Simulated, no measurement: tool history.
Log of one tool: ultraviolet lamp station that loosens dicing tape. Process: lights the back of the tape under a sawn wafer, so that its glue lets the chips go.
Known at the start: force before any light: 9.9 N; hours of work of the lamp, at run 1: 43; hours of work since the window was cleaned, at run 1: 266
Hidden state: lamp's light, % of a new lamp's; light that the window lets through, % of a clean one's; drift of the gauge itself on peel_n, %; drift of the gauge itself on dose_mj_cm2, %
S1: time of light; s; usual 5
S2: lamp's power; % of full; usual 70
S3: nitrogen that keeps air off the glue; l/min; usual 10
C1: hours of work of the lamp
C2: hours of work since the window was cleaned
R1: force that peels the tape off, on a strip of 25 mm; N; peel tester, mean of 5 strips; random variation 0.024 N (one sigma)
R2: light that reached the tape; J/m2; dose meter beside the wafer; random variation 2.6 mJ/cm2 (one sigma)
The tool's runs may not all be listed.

run   hour  S1  S2  S3   C1   C2     R1    R2
  1    0.0   5  70  10   43  266  1.202  3390
  2   37.9   5  70   7   69  292  1.462  3350
  3   79.6   5  70  10   97  321  1.166  3420
  4  126.0   8  70  10  129  352  0.425  5390
  5  171.8   5  70  10  160  384  1.195  3380
  6  213.3   5  70   4  189  412  2.088  3390
  7  262.5   5  70   4  223  446  2.073  3400
  8  290.1   5  70  10  241  465  1.154  3410
  9  313.0   5  70  10  257  480  1.232  3430
 10  355.1   5  70  10  286  509  1.175  3380
 11  376.3   5  70  10  300  524  1.184  3430
 12  421.2   5  70  10  331  554  1.165  3360
 13  457.3   5  70  10  356  579  1.173  3340
 14  497.0   6  85  10  383  606  0.513  4940
 15  531.9   5  70   5  407  630  1.836  3400
     568.4  -- window cleaned of glue's vapour
 16  570.8   8  69   3  433    2  1.103  5400
 17  619.3   8  86   6  466   35  0.392  6610
 18  643.4   5  68  19  483   51  0.878  3340
 19  671.4   6  94  14  502   71  0.328  5500
 20  709.9   7  94  15  528   97  0.224  6420
 21  759.7   7  94  15  563  131  0.233  6350
 22  794.5   7  62   6  586  155  1.115  4270
 23  834.3   7  62  10  614  182  0.791  4230
 24  859.9   5  64  10  631  200  1.416  3110
 25  889.0   5  70   8  651  220  1.328  3410

Forecast each of these 5 alternatives for the next run:
  A  920.8   5  69  12  673  241   ?   ?
  B  920.8   5  70  19  673  241   ?   ?
  C  920.8   5  73  10  673  241   ?   ?
  D  920.8   5  70   6  673  241   ?   ?
  E  920.8   5  73  10  673  241   ?   ?

run     R1    R2
  A  1.086  3360
  B  0.840  3390
  C  1.091  3520
  D  1.630  3410
  E  1.096  3560
Without the tool's hidden state the same runs would have given:
run     R1    R2
  A  1.076  3370
  B  0.832  3400
  C  1.081  3540
  D  1.618  3430
  E  1.087  3580
